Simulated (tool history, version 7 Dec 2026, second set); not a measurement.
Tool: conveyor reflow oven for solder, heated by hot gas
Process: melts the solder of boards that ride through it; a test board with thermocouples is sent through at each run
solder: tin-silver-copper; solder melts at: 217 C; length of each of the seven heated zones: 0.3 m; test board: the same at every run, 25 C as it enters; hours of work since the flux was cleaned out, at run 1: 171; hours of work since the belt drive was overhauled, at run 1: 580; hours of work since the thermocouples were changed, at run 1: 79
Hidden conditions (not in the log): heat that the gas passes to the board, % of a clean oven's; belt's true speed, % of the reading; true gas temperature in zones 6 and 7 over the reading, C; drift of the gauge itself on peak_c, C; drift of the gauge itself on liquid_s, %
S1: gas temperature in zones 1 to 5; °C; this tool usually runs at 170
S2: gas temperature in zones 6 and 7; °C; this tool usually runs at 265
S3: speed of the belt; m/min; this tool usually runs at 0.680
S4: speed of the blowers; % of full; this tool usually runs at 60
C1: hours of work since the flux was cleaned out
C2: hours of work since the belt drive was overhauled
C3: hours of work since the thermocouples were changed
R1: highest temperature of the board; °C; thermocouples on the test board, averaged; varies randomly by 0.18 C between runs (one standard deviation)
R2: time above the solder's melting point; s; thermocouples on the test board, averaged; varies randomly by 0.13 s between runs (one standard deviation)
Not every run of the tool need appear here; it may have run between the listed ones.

run	hour	S1	S2	S3	S4	C1	C2	C3	R1	R2
1	0.0	170	265	0.680	60	171	580	79	246.3	34.8
2	22.3	170	265	0.680	60	184	593	91	246.2	34.7
3	34.6	170	265	0.680	60	191	599	98	246.0	34.8
4	44.9	170	265	0.680	89	196	605	103	252.5	40.0
5	69.2	170	265	0.680	89	210	619	117	252.8	39.8
6	90.5	170	265	0.819	60	222	631	129	238.8	23.5
7	100.9	170	257	0.680	60	227	636	135	239.6	30.5
8	125.0	170	265	0.680	67	241	650	148	248.0	36.5
9	139.5	170	265	0.680	67	249	658	156	247.6	36.5
10	151.9	170	265	0.680	67	256	665	163	247.9	36.2
11	164.0	170	265	0.680	60	262	671	169	245.3	34.7
12	175.1	170	265	0.590	60	269	677	176	250.4	44.3
13	193.6	170	265	0.590	60	279	688	186	250.4	44.2
14	212.2	170	265	0.590	60	289	698	196	250.4	44.0
# hour 230.5: flux residue cleaned out of gas plates and filters
15	234.9	170	265	0.590	60	2	708	206	251.9	45.3
16	249.0	170	265	0.590	60	10	716	214	251.8	45.2
17	267.7	170	265	0.590	60	21	726	224	251.5	45.2
18	291.5	170	265	0.590	60	34	739	237	251.3	45.1
19	303.5	170	265	0.637	60	41	746	244	249.2	40.1
20	314.3	170	277	0.637	73	47	752	250	263.3	47.0
21	332.3	170	277	0.637	73	56	762	260	263.3	47.2
# hour 338.0: belt drive overhauled, speed set with a stopwatch
22	352.6	170	277	0.637	73	66	8	269	262.6	46.1
23	374.8	170	277	0.637	73	78	20	281	262.3	46.3
24	391.6	170	277	0.637	73	87	30	291	262.7	46.1
25	407.3	170	263	0.629	53	96	38	299	244.9	36.8
26	427.9	170	263	0.629	53	107	50	311	244.6	36.7
27	445.3	170	263	0.629	53	117	59	321	244.7	36.7
28	456.9	170	263	0.629	53	123	66	327	244.9	36.8
29	470.7	160	265	0.775	60	131	74	335	238.7	23.1
30	490.4	160	265	0.814	88	142	85	346	245.7	27.1
31	510.3	170	261	0.635	60	153	96	357	245.0	37.0
32	533.9	170	261	0.635	60	166	109	370	245.1	37.1

Some steps in R1 between neighbouring runs. How much of each would the tool show without its hidden state too (settings, what came in, random variation), and how much is left for the hidden state, with any gauge scatter that isn't in both results?
Run 5 -> 6: S3 0.680 -> 0.819, S4 89 -> 60. R1 -14.0 °C: hidden state -0.1, all else -13.9.
Run 14 -> 15: flux residue cleaned out of gas plates and filters. R1 +1.5 °C: hidden state +1.3, all else +0.2.
Run 19 -> 20: S2 265 -> 277, S4 60 -> 73. R1 +14.1 °C: hidden state +0.0, all else +14.1.
Run 21 -> 22: belt drive overhauled, speed set with a stopwatch. R1 -0.7 °C: hidden state -0.5, all else -0.2.
Run 24 -> 25: S2 277 -> 263, S3 0.637 -> 0.629, S4 73 -> 53. R1 -17.8 °C: hidden state +0.1, all else -17.9.
Run 30 -> 31: S1 160 -> 170, S2 265 -> 261, S3 0.814 -> 0.635, S4 88 -> 60. R1 -0.7 °C: hidden state +0.5, all else -1.2.

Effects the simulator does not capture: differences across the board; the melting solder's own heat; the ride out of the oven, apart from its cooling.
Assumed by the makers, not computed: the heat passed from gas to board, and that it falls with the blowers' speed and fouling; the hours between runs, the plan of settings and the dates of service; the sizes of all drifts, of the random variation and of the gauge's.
